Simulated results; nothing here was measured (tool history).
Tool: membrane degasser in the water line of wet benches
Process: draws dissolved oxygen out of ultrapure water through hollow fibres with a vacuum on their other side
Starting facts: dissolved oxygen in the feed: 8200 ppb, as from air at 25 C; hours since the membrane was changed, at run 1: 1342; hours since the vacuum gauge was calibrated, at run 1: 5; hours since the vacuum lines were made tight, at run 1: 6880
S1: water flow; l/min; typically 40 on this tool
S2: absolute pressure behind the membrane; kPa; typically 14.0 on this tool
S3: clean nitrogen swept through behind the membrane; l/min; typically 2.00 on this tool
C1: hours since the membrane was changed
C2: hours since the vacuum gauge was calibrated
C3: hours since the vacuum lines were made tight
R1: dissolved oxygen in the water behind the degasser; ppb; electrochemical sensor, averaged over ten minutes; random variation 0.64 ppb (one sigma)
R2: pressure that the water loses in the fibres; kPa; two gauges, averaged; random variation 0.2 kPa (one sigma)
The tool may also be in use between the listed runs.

| run | hour | S1 | S2 | S3 | C1 | C2 | C3 | R1 | R2 |
|---|---|---|---|---|---|---|---|---|---|
| 1 | 0.0 | 40 | 14.0 | 2.00 | 1342 | 5 | 6880 | 461.9 | 44.66 |
| 2 | 82.0 | 40 | 14.0 | 2.00 | 1424 | 87 | 6962 | 462.8 | 45.08 |
| 3 | 152.6 | 40 | 14.0 | 2.00 | 1495 | 158 | 7032 | 460.3 | 45.04 |
| 4 | 236.4 | 40 | 14.0 | 2.00 | 1578 | 241 | 7116 | 461.1 | 44.76 |
| 5 | 330.2 | 40 | 14.0 | 2.00 | 1672 | 335 | 7210 | 462.4 | 44.73 |
| 6 | 394.8 | 40 | 14.0 | 2.00 | 1737 | 400 | 7274 | 463.1 | 45.14 |
| 7 | 478.8 | 40 | 14.0 | 2.00 | 1821 | 484 | 7358 | 463.5 | 44.80 |
| 8 | 526.8 | 40 | 28.4 | 2.00 | 1869 | 532 | 7406 | 1010.2 | 45.00 |
| 9 | 570.7 | 40 | 14.0 | 1.23 | 1913 | 576 | 7450 | 685.7 | 44.92 |
| 10 | 625.3 | 40 | 14.0 | 2.00 | 1967 | 630 | 7505 | 463.0 | 45.13 |
| 11 | 683.3 | 40 | 14.0 | 1.31 | 2025 | 688 | 7563 | 650.9 | 44.96 |
| 12 | 771.8 | 40 | 14.0 | 2.00 | 2114 | 777 | 7651 | 461.6 | 45.10 |
| 13 | 827.8 | 40 | 14.0 | 2.00 | 2170 | 833 | 7707 | 464.6 | 45.47 |
| 14 | 872.4 | 40 | 14.0 | 2.00 | 2214 | 877 | 7752 | 463.2 | 45.28 |
| 15 | 959.3 | 50 | 14.0 | 2.00 | 2301 | 964 | 7839 | 559.6 | 56.49 |
| 16 | 1000.1 | 50 | 14.0 | 2.00 | 2342 | 1005 | 7880 | 558.8 | 56.61 |
| 17 | 1040.6 | 40 | 20.1 | 2.00 | 2383 | 1046 | 7920 | 704.8 | 45.64 |
| 18 | 1098.2 | 40 | 20.1 | 2.00 | 2440 | 1103 | 7978 | 704.6 | 45.30 |
| 19 | 1154.9 | 40 | 20.1 | 2.00 | 2497 | 1160 | 8034 | 704.6 | 45.71 |
| 20 | 1225.0 | 40 | 33.4 | 1.92 | 2567 | 1230 | 8105 | 1222.7 | 45.63 |
| 21 | 1268.5 | 40 | 33.4 | 1.92 | 2610 | 1273 | 8148 | 1224.4 | 45.42 |
| 22 | 1367.1 | 40 | 33.4 | 2.34 | 2709 | 1372 | 8247 | 1049.2 | 45.36 |
| 23 | 1455.8 | 30 | 14.0 | 4.69 | 2798 | 1461 | 8335 | 168.0 | 33.91 |
| 24 | 1531.8 | 30 | 14.0 | 4.69 | 2874 | 1537 | 8411 | 167.9 | 33.91 |
| 25 | 1615.5 | 28 | 11.8 | 2.15 | 2957 | 1620 | 8495 | 257.6 | 31.65 |
| 26 | 1659.3 | 35 | 19.4 | 3.70 | 3001 | 1664 | 8539 | 355.7 | 39.95 |
| 27 | 1731.9 | 62 | 25.4 | 2.67 | 3074 | 1737 | 8611 | 1019.6 | 70.49 |
| 28 | 1809.8 | 61 | 8.8 | 2.53 | 3152 | 1815 | 8689 | 297.5 | 69.58 |
| 29 | 1882.5 | 26 | 30.2 | 2.00 | 3224 | 1887 | 8762 | 761.2 | 29.69 |
| 30 | 1963.3 | 33 | 28.2 | 3.31 | 3305 | 1968 | 8843 | 562.1 | 38.00 |
| 31 | 2035.1 | 40 | 33.9 | 2.00 | 3377 | 2040 | 8915 | 1201.9 | 45.39 |

Each row is a separate what-if for the run after 31, all from the same tool condition, not one after another. Results?
| A | 2079.6 | 34 | 10.7 | 1.40 | 3422 | 2085 | 8959 | ? | ? |
| B | 2079.6 | 40 | 29.3 | 1.57 | 3422 | 2085 | 8959 | ? | ? |
| C | 2079.6 | 34 | 33.9 | 0.95 | 3422 | 2085 | 8959 | ? | ? |
| D | 2079.6 | 51 | 10.7 | 0.84 | 3422 | 2085 | 8959 | ? | ? |

| run | R1 | R2 |
|---|---|---|
| A | 388.6 | 38.88 |
| B | 1258.1 | 45.84 |
| C | 1843.5 | 38.83 |
| D | 777.3 | 57.80 |
The same runs, with their run-to-run variation unchanged, on a tool lacking any hidden condition would have given:
| run | R1 | R2 |
|---|---|---|
| A | 382.0 | 37.78 |
| B | 1245.9 | 44.53 |
| C | 1829.5 | 37.73 |
| D | 772.2 | 56.15 |
